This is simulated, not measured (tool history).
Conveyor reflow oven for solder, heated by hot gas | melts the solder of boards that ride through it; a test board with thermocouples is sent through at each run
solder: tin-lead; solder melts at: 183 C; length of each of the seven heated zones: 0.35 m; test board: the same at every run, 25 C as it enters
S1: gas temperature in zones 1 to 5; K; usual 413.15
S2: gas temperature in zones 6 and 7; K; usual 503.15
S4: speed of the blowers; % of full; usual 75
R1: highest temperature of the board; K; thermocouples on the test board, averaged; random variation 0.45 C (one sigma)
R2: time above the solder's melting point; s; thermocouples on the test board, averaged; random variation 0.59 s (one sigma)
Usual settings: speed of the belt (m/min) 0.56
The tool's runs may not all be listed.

run 1 hour=0 | S1=413.15 S2=503.15 speed_of_the_belt_(m/min)=0.56 S4=75 | R1=486.15 R2=52.1
run 2 hour=65.6 | S1=413.15 S2=503.15 speed_of_the_belt_(m/min)=0.56 S4=75 | R1=485.55 R2=52.5
run 3 hour=135.5 | S1=413.15 S2=503.15 speed_of_the_belt_(m/min)=0.56 S4=75 | R1=484.95 R2=53.2
run 4 hour=232.2 | S1=413.15 S2=503.15 speed_of_the_belt_(m/min)=0.56 S4=75 | R1=484.25 R2=50.9
run 5 hour=321.4 | S1=413.15 S2=503.15 speed_of_the_belt_(m/min)=0.56 S4=75 | R1=482.95 R2=50.1
run 6 hour=366.7 | S1=413.15 S2=503.15 speed_of_the_belt_(m/min)=0.56 S4=75 | R1=483.75 R2=49.2
run 7 hour=429.3 | S1=413.15 S2=503.15 speed_of_the_belt_(m/min)=0.56 S4=75 | R1=483.75 R2=48.5
run 8 hour=508.3 | S1=413.15 S2=503.15 speed_of_the_belt_(m/min)=0.56 S4=75 | R1=482.45 R2=49.5
run 9 hour=593.8 | S1=413.15 S2=503.15 speed_of_the_belt_(m/min)=0.56 S4=75 | R1=482.35 R2=46.8
run 10 hour=668.8 | S1=405.15 S2=503.15 speed_of_the_belt_(m/min)=0.56 S4=75 | R1=484.65 R2=49.1
run 11 hour=729.9 | S1=413.15 S2=500.15 speed_of_the_belt_(m/min)=0.56 S4=75 | R1=483.55 R2=51.8
run 12 hour=797.3 | S1=419.15 S2=503.15 speed_of_the_belt_(m/min)=0.56 S4=75 | R1=486.25 R2=55.1
run 13 hour=890.7 | S1=419.15 S2=503.15 speed_of_the_belt_(m/min)=0.56 S4=75 | R1=485.75 R2=56.2
run 14 hour=932.5 | S1=419.15 S2=503.15 speed_of_the_belt_(m/min)=0.56 S4=75 | R1=486.25 R2=55.6
run 15 hour=989.1 | S1=419.15 S2=503.15 speed_of_the_belt_(m/min)=0.56 S4=75 | R1=485.95 R2=54.4
run 16 hour=1036.1 | S1=416.15 S2=503.15 speed_of_the_belt_(m/min)=0.654 S4=75 | R1=479.95 R2=40.4
run 17 hour=1077.2 | S1=416.15 S2=509.15 speed_of_the_belt_(m/min)=0.654 S4=75 | R1=483.95 R2=44.5
run 18 hour=1166.2 | S1=416.15 S2=509.15 speed_of_the_belt_(m/min)=0.654 S4=75 | R1=484.35 R2=43.5
run 19 hour=1213 | S1=416.15 S2=509.15 speed_of_the_belt_(m/min)=0.654 S4=75 | R1=483.65 R2=43.2
run 20 hour=1293.7 | S1=420.15 S2=509.15 speed_of_the_belt_(m/min)=0.67 S4=75 | R1=483.95 R2=43.5
run 21 hour=1372.1 | S1=413.15 S2=506.15 speed_of_the_belt_(m/min)=0.56 S4=56 | R1=479.15 R2=44
run 22 hour=1419.7 | S1=420.15 S2=503.15 speed_of_the_belt_(m/min)=0.56 S4=56 | R1=477.65 R2=45.6
run 23 hour=1459.5 | S1=416.15 S2=503.15 speed_of_the_belt_(m/min)=0.546 S4=56 | R1=477.55 R2=44.1
run 24 hour=1522.4 | S1=413.15 S2=503.15 speed_of_the_belt_(m/min)=0.635 S4=85 | R1=484.55 R2=46.4
run 25 hour=1590.5 | S1=413.15 S2=503.15 speed_of_the_belt_(m/min)=0.635 S4=85 | R1=485.05 R2=46.1
run 26 hour=1658.3 | S1=416.15 S2=503.15 speed_of_the_belt_(m/min)=0.661 S4=69 | R1=477.65 R2=38.3
run 27 hour=1750.5 | S1=399.15 S2=503.15 speed_of_the_belt_(m/min)=0.459 S4=90 | R1=492.25 R2=69.5
run 28 hour=1833.7 | S1=399.15 S2=511.15 speed_of_the_belt_(m/min)=0.485 S4=90 | R1=496.05 R2=66.1

Taken out of this log: 5 entries between the listed runs. Where each belongs, and how the hidden state differs across it:
Between runs 3 and 4: belt drive overhauled, speed set with a stopwatch (hour 176)
  heat that the gas passes to the board, % of a clean oven's: 93 -> 91.9; belt's true speed, % of the reading: 97.94 -> 99.98; true gas temperature in zones 6 and 7 over the reading, C: 0.36 -> 0.28
  measured less the result without the state, R1: -1.1 -> -2.1 K; R2: -0.2 -> -2.5 s
Between runs 7 and 8: flux residue cleaned out of gas plates and filters (hour 460.2)
  heat that the gas passes to the board, % of a clean oven's: 89.7 -> 87.6; belt's true speed, % of the reading: 99.73 -> 99.65; true gas temperature in zones 6 and 7 over the reading, C: 0.12 -> 0.06
  measured less the result without the state, R1: -2.9 -> -3.6 K; R2: -3.2 -> -4 s
Between runs 9 and 10: flux residue cleaned out of gas plates and filters, once more (hour 632.9)
  heat that the gas passes to the board, % of a clean oven's: 86.7 -> 99; belt's true speed, % of the reading: 99.54 -> 99.45; true gas temperature in zones 6 and 7 over the reading, C: -0.01 -> -0.08
  measured less the result without the state, R1: -3.9 -> -0.2 K; R2: -4.3 -> +0.1 s
Between runs 23 and 24: flux residue cleaned out of gas plates and filters (hour 1498.8)
  heat that the gas passes to the board, % of a clean oven's: 90.2 -> 99.1; belt's true speed, % of the reading: 98.42 -> 98.34; true gas temperature in zones 6 and 7 over the reading, C: -0.73 -> -0.78
  measured less the result without the state, R1: -2.3 -> -0.4 K; R2: -2.5 -> +0.5 s
Between runs 27 and 28: belt drive overhauled, speed set with a stopwatch (hour 1795.6)
  heat that the gas passes to the board, % of a clean oven's: 96.4 -> 95.5; belt's true speed, % of the reading: 98.05 -> 100.07; true gas temperature in zones 6 and 7 over the reading, C: -0.97 -> -1.03
  measured less the result without the state, R1: -1.3 -> -2.3 K; R2: +0.2 -> -1.9 s

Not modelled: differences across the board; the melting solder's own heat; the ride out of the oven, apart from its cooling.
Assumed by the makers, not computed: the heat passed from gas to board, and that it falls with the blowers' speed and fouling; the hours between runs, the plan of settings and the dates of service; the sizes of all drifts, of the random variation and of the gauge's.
